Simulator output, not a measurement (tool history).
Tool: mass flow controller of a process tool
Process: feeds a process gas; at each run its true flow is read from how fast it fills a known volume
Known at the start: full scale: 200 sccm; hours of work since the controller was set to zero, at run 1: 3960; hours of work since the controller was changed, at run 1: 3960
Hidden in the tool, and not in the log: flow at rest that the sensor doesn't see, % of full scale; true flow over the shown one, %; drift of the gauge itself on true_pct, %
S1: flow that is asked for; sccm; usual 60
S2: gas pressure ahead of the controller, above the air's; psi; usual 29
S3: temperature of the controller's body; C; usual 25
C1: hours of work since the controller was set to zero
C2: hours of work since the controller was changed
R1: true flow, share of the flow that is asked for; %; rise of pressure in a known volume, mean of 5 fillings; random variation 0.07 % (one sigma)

run 1 hour=0 | S1=60 S2=29 S3=25 | C1=3960 C2=3960 | R1=94.51
run 2 hour=135.4 | S1=26 S2=29 S3=25 | C1=4052 C2=4052 | R1=87.4
run 3 hour=225.7 | S1=26 S2=29 S3=25 | C1=4113 C2=4113 | R1=87.25
-- hour=264.4 controller's zero set anew
run 4 hour=336.4 | S1=60 S2=29 S3=31 | C1=49 C2=4188 | R1=99.14
run 5 hour=448.7 | S1=60 S2=29 S3=31 | C1=125 C2=4264 | R1=99.03
run 6 hour=597.6 | S1=78 S2=29 S3=25 | C1=226 C2=4365 | R1=99.31
run 7 hour=690.8 | S1=78 S2=29 S3=25 | C1=289 C2=4428 | R1=99.32
run 8 hour=810.1 | S1=60 S2=29 S3=25 | C1=370 C2=4509 | R1=98.91
run 9 hour=960 | S1=60 S2=29 S3=25 | C1=472 C2=4610 | R1=98.9
run 10 hour=1136.5 | S1=60 S2=29 S3=25 | C1=591 C2=4730 | R1=98.65
run 11 hour=1293.8 | S1=185 S2=22.8 S3=25 | C1=698 C2=4837 | R1=100.95
run 12 hour=1385.9 | S1=21 S2=23.1 S3=25 | C1=760 C2=4899 | R1=96.39
run 13 hour=1555.8 | S1=21 S2=23.1 S3=25 | C1=875 C2=5014 | R1=96.09
run 14 hour=1706.4 | S1=21 S2=23.1 S3=25 | C1=978 C2=5116 | R1=95.64
run 15 hour=1864.1 | S1=31 S2=23.4 S3=25 | C1=1084 C2=5223 | R1=96.75
run 16 hour=2051.7 | S1=60 S2=29 S3=25 | C1=1212 C2=5350 | R1=98.09
run 17 hour=2152.8 | S1=118 S2=30 S3=25 | C1=1280 C2=5419 | R1=99.38
run 18 hour=2336.9 | S1=118 S2=30 S3=25 | C1=1405 C2=5544 | R1=99.46
run 19 hour=2479.8 | S1=111 S2=22.8 S3=25 | C1=1502 C2=5641 | R1=99.43
run 20 hour=2625 | S1=104 S2=23.1 S3=22 | C1=1600 C2=5739 | R1=99.42

Hidden state or all else? Some run-to-run changes of R1, split into what the settings, what came in and random variation would give without the hidden state, and what is left for the hidden state (with any gauge scatter that isn't in both results):
Run 1 -> 2: S1 60 -> 26. R1 -7.11 %: hidden state -6.7, all else -0.41.
Run 3 -> 4: S1 26 -> 60, S3 25 -> 31, controller's zero set anew. R1 +11.89 %: hidden state +11.57, all else +0.32.

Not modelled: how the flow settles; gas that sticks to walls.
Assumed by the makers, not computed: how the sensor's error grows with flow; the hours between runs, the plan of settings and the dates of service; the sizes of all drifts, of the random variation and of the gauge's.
